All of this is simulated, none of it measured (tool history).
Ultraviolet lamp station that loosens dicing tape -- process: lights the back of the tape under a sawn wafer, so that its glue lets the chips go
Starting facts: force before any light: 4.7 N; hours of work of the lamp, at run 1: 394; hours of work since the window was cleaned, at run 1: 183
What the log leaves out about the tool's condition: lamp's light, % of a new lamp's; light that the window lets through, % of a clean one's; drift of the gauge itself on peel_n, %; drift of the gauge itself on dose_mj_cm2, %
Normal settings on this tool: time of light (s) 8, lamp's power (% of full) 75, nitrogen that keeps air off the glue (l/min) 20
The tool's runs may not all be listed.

run	day	time of light (s)	lamp's power (% of full)	nitrogen that keeps air off the glue (l/min)	hours of work of the lamp	hours of work since the window was cleaned	force that peels the tape off (N)	light that reached the tape (J/m2)
1	0.000	8	75	20	394	183	0.489	2130
2	0.367	8	75	10	400	189	0.639	2150
3	1.212	8	75	20	414	204	0.501	2090
4	1.942	8	88	20	426	216	0.408	2460
5	2.662	8	88	20	439	228	0.416	2360
6	3.096	5	75	20	446	236	1.056	1250
7	3.662	8	75	20	456	245	0.535	2030
8	4.471	8	75	20	469	259	0.556	1960
9	5.254	12	94	12	483	272	0.290	3680
10	6.125	12	60	12	497	287	0.524	2310
11	6.746	12	60	14	508	298	0.523	2220
12	7.358	12	60	14	518	308	0.526	2240
13	7.788	8	64	8	526	315	1.062	1610
14	8.617	8	64	8	540	329	1.086	1530
15	9.242	8	64	8	550	340	1.056	1510
16	9.675	13	87	13	558	347	0.331	3350

Each run again, without the hidden state but with its own random variation kept:
run	force that peels the tape off (N)	light that reached the tape (J/m2)
1	0.327	2950
2	0.396	2980
3	0.321	2960
4	0.280	3500
5	0.285	3440
6	0.617	1830
7	0.324	2990
8	0.328	2950
9	0.239	5600
10	0.301	3570
11	0.303	3510
12	0.296	3550
13	0.539	2560
14	0.541	2500
15	0.521	2500
16	0.259	5580

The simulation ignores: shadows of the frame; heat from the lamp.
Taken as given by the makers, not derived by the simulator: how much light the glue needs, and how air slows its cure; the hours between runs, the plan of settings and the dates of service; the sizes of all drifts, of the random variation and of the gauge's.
